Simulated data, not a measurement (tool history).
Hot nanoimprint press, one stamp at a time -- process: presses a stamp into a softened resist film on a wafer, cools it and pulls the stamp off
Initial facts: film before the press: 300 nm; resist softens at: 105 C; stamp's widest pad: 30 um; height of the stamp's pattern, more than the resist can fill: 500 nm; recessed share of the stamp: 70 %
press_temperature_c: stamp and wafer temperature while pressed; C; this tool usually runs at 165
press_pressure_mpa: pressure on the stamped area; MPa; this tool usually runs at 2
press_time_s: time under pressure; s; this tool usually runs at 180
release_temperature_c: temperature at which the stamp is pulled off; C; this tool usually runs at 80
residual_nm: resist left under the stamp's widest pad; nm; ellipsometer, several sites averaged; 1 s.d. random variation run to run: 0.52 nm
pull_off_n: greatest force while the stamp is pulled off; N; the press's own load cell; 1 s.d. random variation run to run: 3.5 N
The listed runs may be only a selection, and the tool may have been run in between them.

run 1 day=0 | press_temperature_c=165 press_pressure_mpa=2 press_time_s=180 release_temperature_c=80 | residual_nm=149.9 pull_off_n=193
run 2 day=0.508 | press_temperature_c=165 press_pressure_mpa=2 press_time_s=180 release_temperature_c=80 | residual_nm=148.9 pull_off_n=188
run 3 day=0.971 | press_temperature_c=165 press_pressure_mpa=2 press_time_s=180 release_temperature_c=80 | residual_nm=150.8 pull_off_n=196
run 4 day=1.542 | press_temperature_c=165 press_pressure_mpa=2 press_time_s=180 release_temperature_c=80 | residual_nm=149.6 pull_off_n=189
run 5 day=1.858 | press_temperature_c=162 press_pressure_mpa=2 press_time_s=180 release_temperature_c=80 | residual_nm=172 pull_off_n=194
run 6 day=2.546 | press_temperature_c=165 press_pressure_mpa=2 press_time_s=180 release_temperature_c=80 | residual_nm=150.2 pull_off_n=195
run 7 day=2.846 | press_temperature_c=165 press_pressure_mpa=2 press_time_s=180 release_temperature_c=71 | residual_nm=150.8 pull_off_n=243
run 8 day=3.525 | press_temperature_c=165 press_pressure_mpa=2 press_time_s=180 release_temperature_c=71 | residual_nm=150.5 pull_off_n=249
run 9 day=4.062 | press_temperature_c=165 press_pressure_mpa=2 press_time_s=180 release_temperature_c=71 | residual_nm=150.8 pull_off_n=246
run 10 day=4.712 | press_temperature_c=153 press_pressure_mpa=2 press_time_s=180 release_temperature_c=80 | residual_nm=239.8 pull_off_n=197
run 11 day=5.2 | press_temperature_c=153 press_pressure_mpa=2 press_time_s=180 release_temperature_c=78 | residual_nm=240.1 pull_off_n=211
run 12 day=5.821 | press_temperature_c=165 press_pressure_mpa=2 press_time_s=180 release_temperature_c=80 | residual_nm=150.9 pull_off_n=203
run 13 day=6.488 | press_temperature_c=165 press_pressure_mpa=2 press_time_s=180 release_temperature_c=80 | residual_nm=152.2 pull_off_n=207
run 14 day=7.071 | press_temperature_c=165 press_pressure_mpa=2.45 press_time_s=180 release_temperature_c=80 | residual_nm=139.1 pull_off_n=200
run 15 day=7.517 | press_temperature_c=165 press_pressure_mpa=2.45 press_time_s=180 release_temperature_c=80 | residual_nm=140 pull_off_n=206
run 16 day=8.092 | press_temperature_c=165 press_pressure_mpa=1.38 press_time_s=359 release_temperature_c=83 | residual_nm=135.2 pull_off_n=189
-- day=8.271 plate thermocouple calibrated
run 17 day=8.875 | press_temperature_c=155 press_pressure_mpa=2 press_time_s=300 release_temperature_c=80 | residual_nm=201.2 pull_off_n=207
run 18 day=9.529 | press_temperature_c=173 press_pressure_mpa=1.3 press_time_s=300 release_temperature_c=86 | residual_nm=101.4 pull_off_n=180
-- day=10.042 plate thermocouple calibrated, once more
run 19 day=10.096 | press_temperature_c=175 press_pressure_mpa=2.78 press_time_s=95 release_temperature_c=76 | residual_nm=104.9 pull_off_n=233
run 20 day=10.654 | press_temperature_c=162 press_pressure_mpa=1.37 press_time_s=190 release_temperature_c=80 | residual_nm=191.9 pull_off_n=212
run 21 day=11.229 | press_temperature_c=169 press_pressure_mpa=1.73 press_time_s=120 release_temperature_c=88 | residual_nm=153.6 pull_off_n=166
run 22 day=11.779 | press_temperature_c=165 press_pressure_mpa=2.76 press_time_s=180 release_temperature_c=80 | residual_nm=130.8 pull_off_n=221
run 23 day=12.175 | press_temperature_c=165 press_pressure_mpa=2.76 press_time_s=180 release_temperature_c=80 | residual_nm=131.1 pull_off_n=211
run 24 day=12.825 | press_temperature_c=165 press_pressure_mpa=2.76 press_time_s=180 release_temperature_c=80 | residual_nm=131.2 pull_off_n=218
run 25 day=13.333 | press_temperature_c=157 press_pressure_mpa=3.05 press_time_s=180 release_temperature_c=66 | residual_nm=184.6 pull_off_n=309
run 26 day=13.917 | press_temperature_c=157 press_pressure_mpa=3.05 press_time_s=180 release_temperature_c=66 | residual_nm=185.6 pull_off_n=309
-- day=14.592 stamp cleaned and given a new release coat
run 27 day=14.771 | press_temperature_c=157 press_pressure_mpa=3.05 press_time_s=180 release_temperature_c=66 | residual_nm=186.2 pull_off_n=243
run 28 day=15.408 | press_temperature_c=165 press_pressure_mpa=2.48 press_time_s=180 release_temperature_c=72 | residual_nm=136.8 pull_off_n=211
run 29 day=16.1 | press_temperature_c=177 press_pressure_mpa=3.17 press_time_s=180 release_temperature_c=72 | residual_nm=68.4 pull_off_n=215

4 options for the next run, each taken on its own from the tool as it stands now. Forecast them:
run A day=16.729 | press_temperature_c=165 press_pressure_mpa=2 press_time_s=107 release_temperature_c=80 | residual_nm=? pull_off_n=?
run B day=16.729 | press_temperature_c=176 press_pressure_mpa=3.17 press_time_s=116 release_temperature_c=72 | residual_nm=? pull_off_n=?
run C day=16.729 | press_temperature_c=156 press_pressure_mpa=1.82 press_time_s=180 release_temperature_c=75 | residual_nm=? pull_off_n=?
run D day=16.729 | press_temperature_c=177 press_pressure_mpa=3.17 press_time_s=180 release_temperature_c=72 | residual_nm=? pull_off_n=?

run=A residual_nm=180.1 pull_off_n=172
run=B residual_nm=86.6 pull_off_n=223
run=C residual_nm=222.7 pull_off_n=201
run=D residual_nm=68.3 pull_off_n=219
Take away the tool's hidden state, keep each run's random variation, and the runs would have read:
run=A residual_nm=176.7 pull_off_n=165
run=B residual_nm=84.6 pull_off_n=214
run=C residual_nm=219.2 pull_off_n=193
run=D residual_nm=66.7 pull_off_n=211
